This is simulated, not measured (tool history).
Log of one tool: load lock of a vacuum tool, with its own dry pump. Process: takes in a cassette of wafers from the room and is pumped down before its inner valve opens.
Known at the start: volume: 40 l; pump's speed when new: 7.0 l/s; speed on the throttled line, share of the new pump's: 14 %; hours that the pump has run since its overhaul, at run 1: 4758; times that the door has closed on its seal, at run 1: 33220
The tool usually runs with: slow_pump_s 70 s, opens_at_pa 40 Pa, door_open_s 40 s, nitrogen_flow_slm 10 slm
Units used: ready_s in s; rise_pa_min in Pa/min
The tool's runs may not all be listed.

run    hour  slow_pump_s  opens_at_pa  door_open_s  nitrogen_flow_slm  hours that the pump has run since its overhaul  times that the door has closed on its seal  incoming humidity of the room's air, %  ready_s  rise_pa_min
  1     0.0           70           40           40                 10                                            4758                                       33220                                    44.5    104.5        0.038
  2   153.7           70           40           40                 45                                            4912                                       33971                                    50.2    105.5        0.029
  3   291.9           70           40           40                 45                                            5050                                       34647                                    44.1    105.8        0.019
  4   467.1           70           40          119                 10                                            5225                                       35503                                    45.5    103.5        0.046
  5   594.5           70           40           40                 10                                            5353                                       36125                                    43.3    105.2        0.038
  6   703.3           70           40          165                 10                                            5461                                       36657                                    44.7    103.9        0.050
  7   919.8           70           40          165                 10                                            5678                                       37714                                    44.1    103.8        0.055
  8  1010.8           70           40          165                 10                                            5769                                       38159                                    48.2    104.9        0.060
  9  1211.8           70           40          165                 10                                            5970                                       39142                                    46.9    105.4        0.051
 10  1407.3           70           34           40                 10                                            6165                                       40097                                    45.4    106.3        0.033
 11  1522.1           70           34           40                 10                                            6280                                       40657                                    45.4    105.7        0.033
 12  1646.1           70           34           40                 10                                            6404                                       41263                                    43.6    104.9        0.035
 13  1744.3           70           34           40                 10                                            6502                                       41744                                    43.3    105.8        0.037
 14  1917.7           70           40           40                 10                                            6676                                       42591                                    49.2    106.2        0.038
 15  2092.4           70           40           40                 10                                            6850                                       43444                                    49.0    105.3        0.041
 16  2235.5           70           40           40                 10                                            6994                                       44143                                    44.6    104.5        0.036
 17  2395.7           70           40           40                 10                                            7154                                       44927                                    43.8    105.4        0.031
 18  2577.8           70           40           40                 10                                            7336                                       45816                                    47.2    104.6        0.035
 19  2769.3           56           64          133                 10                                            7527                                       46752                                    43.5     89.7        0.044
 20  2918.3           70           33           40                 10                                            7676                                       47480                                    45.1    106.3        0.036
 21  3074.8           70           75           40                 10                                            7833                                       48245                                    42.8    101.7        0.035
 22  3230.8           70           40           29                 10                                            7989                                       49007                                    43.7    105.5        0.033
 23  3399.5          104           40           71                  6                                            8158                                       49831                                    42.8    135.1        0.046

Expected results for the next run?
 24  3565.8          104           49           71                 10                                            8324                                       50644                                    42.7        ?            ?

ready_s: 132.3 s
rise_pa_min: 0.039 Pa/min
Take away the tool's hidden state, keep the run-to-run variation as it was, and the same run would have given ready_s 132.3 s, rise_pa_min 0.038 Pa/min.
